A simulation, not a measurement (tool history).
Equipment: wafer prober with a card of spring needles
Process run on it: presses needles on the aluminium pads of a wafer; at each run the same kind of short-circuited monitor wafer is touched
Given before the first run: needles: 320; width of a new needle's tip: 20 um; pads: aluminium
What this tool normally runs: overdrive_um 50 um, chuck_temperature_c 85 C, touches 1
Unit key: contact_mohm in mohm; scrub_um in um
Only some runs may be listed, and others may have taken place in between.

run 1 hour=0 | overdrive_um=50 chuck_temperature_c=85 touches=1 | contact_mohm=245 scrub_um=12.5
-- hour=9.2 tips cleaned on abrasive film
-- hour=24.9 tips cleaned on abrasive film
-- hour=40.2 tips cleaned on abrasive film
-- hour=53.1 tips cleaned on abrasive film
run 2 hour=60 | overdrive_um=50 chuck_temperature_c=85 touches=1 | contact_mohm=244 scrub_um=12.53
-- hour=66.4 tips cleaned on abrasive film
-- hour=81.6 tips cleaned on abrasive film
-- hour=97.1 tips cleaned on abrasive film
-- hour=111.4 tips cleaned on abrasive film
run 3 hour=111.4 | overdrive_um=47 chuck_temperature_c=85 touches=1 | contact_mohm=247 scrub_um=11.81
-- hour=126.8 tips cleaned on abrasive film
-- hour=130.3 height of the first contact set anew
-- hour=142.5 tips cleaned on abrasive film
run 4 hour=149.5 | overdrive_um=47 chuck_temperature_c=85 touches=1 | contact_mohm=244 scrub_um=11.73
-- hour=156 tips cleaned on abrasive film
-- hour=171.8 tips cleaned on abrasive film
-- hour=187.4 tips cleaned on abrasive film
-- hour=202.7 tips cleaned on abrasive film
run 5 hour=209.8 | overdrive_um=47 chuck_temperature_c=85 touches=1 | contact_mohm=247 scrub_um=11.73
-- hour=215.7 tips cleaned on abrasive film
-- hour=231.7 tips cleaned on abrasive film
run 6 hour=241.9 | overdrive_um=61 chuck_temperature_c=85 touches=1 | contact_mohm=237 scrub_um=15.21
-- hour=245.1 tips cleaned on abrasive film
-- hour=260.6 tips cleaned on abrasive film
-- hour=273.4 tips cleaned on abrasive film
run 7 hour=281.8 | overdrive_um=61 chuck_temperature_c=85 touches=1 | contact_mohm=233 scrub_um=15.2
-- hour=288.3 tips cleaned on abrasive film
-- hour=303.4 tips cleaned on abrasive film
run 8 hour=308.2 | overdrive_um=61 chuck_temperature_c=85 touches=1 | contact_mohm=235 scrub_um=15.23
-- hour=317.2 tips cleaned on abrasive film
-- hour=332.3 tips cleaned on abrasive film
-- hour=335.8 height of the first contact set anew
run 9 hour=339.6 | overdrive_um=50 chuck_temperature_c=68 touches=1 | contact_mohm=240 scrub_um=12.44
-- hour=345.9 tips cleaned on abrasive film
-- hour=360.9 tips cleaned on abrasive film
-- hour=373.8 tips cleaned on abrasive film
-- hour=389.1 tips cleaned on abrasive film
run 10 hour=389.3 | overdrive_um=50 chuck_temperature_c=85 touches=1 | contact_mohm=243 scrub_um=12.47
-- hour=402.1 tips cleaned on abrasive film
-- hour=417.9 tips cleaned on abrasive film
-- hour=430.7 tips cleaned on abrasive film
run 11 hour=443.5 | overdrive_um=50 chuck_temperature_c=85 touches=1 | contact_mohm=245 scrub_um=12.44
-- hour=446.7 tips cleaned on abrasive film
-- hour=461.5 tips cleaned on abrasive film
-- hour=477.1 tips cleaned on abrasive film
-- hour=492.7 tips cleaned on abrasive film
run 12 hour=499.5 | overdrive_um=50 chuck_temperature_c=85 touches=1 | contact_mohm=245 scrub_um=12.44
-- hour=505.9 tips cleaned on abrasive film
-- hour=520.7 tips cleaned on abrasive film
-- hour=535.6 tips cleaned on abrasive film
-- hour=539.1 height of the first contact set anew
run 13 hour=547.1 | overdrive_um=50 chuck_temperature_c=85 touches=1 | contact_mohm=246 scrub_um=12.41
-- hour=550.4 tips cleaned on abrasive film
-- hour=563.2 tips cleaned on abrasive film
-- hour=578.5 tips cleaned on abrasive film
run 14 hour=581.1 | overdrive_um=58 chuck_temperature_c=98 touches=1 | contact_mohm=243 scrub_um=14.38
-- hour=593.3 tips cleaned on abrasive film
-- hour=606.1 tips cleaned on abrasive film
-- hour=619 tips cleaned on abrasive film
run 15 hour=628.1 | overdrive_um=31 chuck_temperature_c=39 touches=2 | contact_mohm=252 scrub_um=7.72
-- hour=634.5 tips cleaned on abrasive film
-- hour=650 tips cleaned on abrasive film
-- hour=665.8 tips cleaned on abrasive film
run 16 hour=666.5 | overdrive_um=31 chuck_temperature_c=39 touches=2 | contact_mohm=256 scrub_um=7.67
-- hour=679.1 tips cleaned on abrasive film
-- hour=694.6 tips cleaned on abrasive film
-- hour=708.6 tips cleaned on abrasive film
-- hour=723.7 tips cleaned on abrasive film
run 17 hour=723.7 | overdrive_um=68 chuck_temperature_c=49 touches=3 | contact_mohm=219 scrub_um=16.85
-- hour=739.6 tips cleaned on abrasive film
-- hour=743.1 height of the first contact set anew
-- hour=755.3 tips cleaned on abrasive film
-- hour=771.4 tips cleaned on abrasive film
run 18 hour=782.8 | overdrive_um=50 chuck_temperature_c=61 touches=1 | contact_mohm=232 scrub_um=12.41
-- hour=785.6 tips cleaned on abrasive film
-- hour=801.7 tips cleaned on abrasive film
-- hour=816.9 tips cleaned on abrasive film
-- hour=829.7 tips cleaned on abrasive film
run 19 hour=840.4 | overdrive_um=50 chuck_temperature_c=61 touches=1 | contact_mohm=242 scrub_um=12.37
-- hour=843.7 tips cleaned on abrasive film
-- hour=859.7 tips cleaned on abrasive film
-- hour=872.6 tips cleaned on abrasive film
-- hour=885.4 tips cleaned on abrasive film
run 20 hour=886.8 | overdrive_um=50 chuck_temperature_c=61 touches=1 | contact_mohm=232 scrub_um=12.36
-- hour=899.6 tips cleaned on abrasive film
-- hour=914 tips cleaned on abrasive film
-- hour=929.9 tips cleaned on abrasive film
run 21 hour=937.3 | overdrive_um=50 chuck_temperature_c=61 touches=1 | contact_mohm=237 scrub_um=12.35
-- hour=943.8 tips cleaned on abrasive film
-- hour=947 height of the first contact set anew
-- hour=959.8 tips cleaned on abrasive film
-- hour=975.8 tips cleaned on abrasive film
-- hour=991.2 tips cleaned on abrasive film
run 22 hour=992.9 | overdrive_um=50 chuck_temperature_c=61 touches=1 | contact_mohm=236 scrub_um=12.35
-- hour=1005.3 tips cleaned on abrasive film
-- hour=1020.7 tips cleaned on abrasive film
-- hour=1036.8 tips cleaned on abrasive film
run 23 hour=1037.2 | overdrive_um=50 chuck_temperature_c=56 touches=1 | contact_mohm=237 scrub_um=12.33
-- hour=1051.7 tips cleaned on abrasive film
-- hour=1065.3 tips cleaned on abrasive film
run 24 hour=1065.3 | overdrive_um=47 chuck_temperature_c=63 touches=2 | contact_mohm=242 scrub_um=11.62
-- hour=1081.1 tips cleaned on abrasive film
-- hour=1096.4 tips cleaned on abrasive film
run 25 hour=1100.9 | overdrive_um=51 chuck_temperature_c=85 touches=2 | contact_mohm=244 scrub_um=12.57
-- hour=1109.5 tips cleaned on abrasive film
-- hour=1124.8 tips cleaned on abrasive film
-- hour=1139.7 tips cleaned on abrasive film
run 26 hour=1139.7 | overdrive_um=48 chuck_temperature_c=85 touches=1 | contact_mohm=246 scrub_um=11.8

For some of the steps in scrub_um from one run to the next: how much would appear even if the tool had no hidden state, given the settings, what came in and random variation, and how much remains for the hidden state plus any gauge scatter that the measured result and the result without hidden state don't share?
Hidden state present: debris on the tips, nm; way that the needles fall short of the set height, um; tips' diameter, um; drift of the gauge itself on contact_mohm, %; drift of the gauge itself on scrub_um, %.
Run 14 -> 15: overdrive_um 58 -> 31, chuck_temperature_c 98 -> 39, touches 1 -> 2, tips cleaned on abrasive film, tips cleaned on abrasive film, tips cleaned on abrasive film. scrub_um -6.66 um: hidden state +0.06, all else -6.72.
Run 16 -> 17: overdrive_um 31 -> 68, chuck_temperature_c 39 -> 49, touches 2 -> 3, tips cleaned on abrasive film, tips cleaned on abrasive film, tips cleaned on abrasive film, tips cleaned on abrasive film. scrub_um +9.18 um: hidden state -0.1, all else +9.28.
